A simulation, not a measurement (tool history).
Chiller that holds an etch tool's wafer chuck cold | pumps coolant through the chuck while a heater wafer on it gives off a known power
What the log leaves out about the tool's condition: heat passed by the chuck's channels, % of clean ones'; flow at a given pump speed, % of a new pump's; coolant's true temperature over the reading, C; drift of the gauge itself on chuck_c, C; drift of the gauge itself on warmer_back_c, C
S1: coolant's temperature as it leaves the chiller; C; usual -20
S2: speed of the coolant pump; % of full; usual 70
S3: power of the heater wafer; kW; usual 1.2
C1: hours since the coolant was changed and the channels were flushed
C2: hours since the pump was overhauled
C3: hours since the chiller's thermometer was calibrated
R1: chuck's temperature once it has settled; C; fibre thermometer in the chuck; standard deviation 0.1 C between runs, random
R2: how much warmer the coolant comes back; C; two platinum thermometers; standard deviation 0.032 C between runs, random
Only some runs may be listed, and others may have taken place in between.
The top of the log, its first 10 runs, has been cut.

run,hour,S1,S2,S3,C1,C2,C3,R1,R2
11,521.4,-20,70,0.606,5844,2566,3460,-13.5,2.26
12,549.5,-20,70,0.606,5872,2594,3488,-13.4,2.23
13,583,-20,70,0.606,5906,2628,3521,-13.6,2.22
14,610.7,-20,70,0.606,5933,2655,3549,-13.3,2.22
15,679.2,-20,70,0.606,6002,2724,3618,-13.4,2.21
16,726.6,-20,70,0.606,6049,2771,3665,-13.4,2.22
17,773,-28,97,1.062,6096,2818,3711,-19.7,2.62
18,810.8,-30,60,0.626,6133,2855,3749,-22.2,2.75
19,854.4,-19,79,0.875,6177,2899,3793,-10.6,2.82
20,906.6,-26,70,1.025,6229,2951,3845,-15.1,3.73
21,967.3,-26,70,1.025,6290,3012,3906,-14.9,3.81
22,1018.8,-11,91,1.769,6341,3063,3957,4.1,4.74
23,1076.3,-26,63,1.2,6399,3121,4015,-11.8,4.94
24,1124.9,-26,98,0.656,6447,3170,4063,-20.8,1.76
25,1170.9,-12,70,0.935,6494,3216,4109,-2.1,3.46
26,1199.7,-23,75,1.208,6522,3244,4138,-10.8,4.07
27,1262.7,-28,70,1.467,6585,3307,4201,-12,5.35
28,1309.7,-25,87,1.2,6632,3354,4248,-14.6,3.48
29,1373.6,-14,92,0.981,6696,3418,4312,-5.7,2.72
30,1427.9,-16,86,1.247,6751,3473,4366,-4.9,3.69
# hour 1449.7: gauge calibrated
31,1486.1,-14,80,1.008,6809,3531,4424,-4.4,3.01

What if the next run were any one of these 3? Each begins from the tool's condition after run 31:
# hour 1543.6: coolant changed, channels flushed
A,1548.2,-18,80,1.784,5,3587,4481,?,?
# hour 1543.6: coolant changed, channels flushed
B,1548.2,-14,80,0.823,5,3587,4481,?,?
# hour 1543.6: coolant changed, channels flushed
C,1548.2,-20,95,1.2,5,3587,4481,?,?

run,R1,R2
A,-0.9,5.26
B,-6.1,2.49
C,-10.4,2.95
With the hidden condition removed and each run's random variation left untouched, the same runs would have given:
run,R1,R2
A,-0.9,5.24
B,-6.2,2.46
C,-10.4,2.93
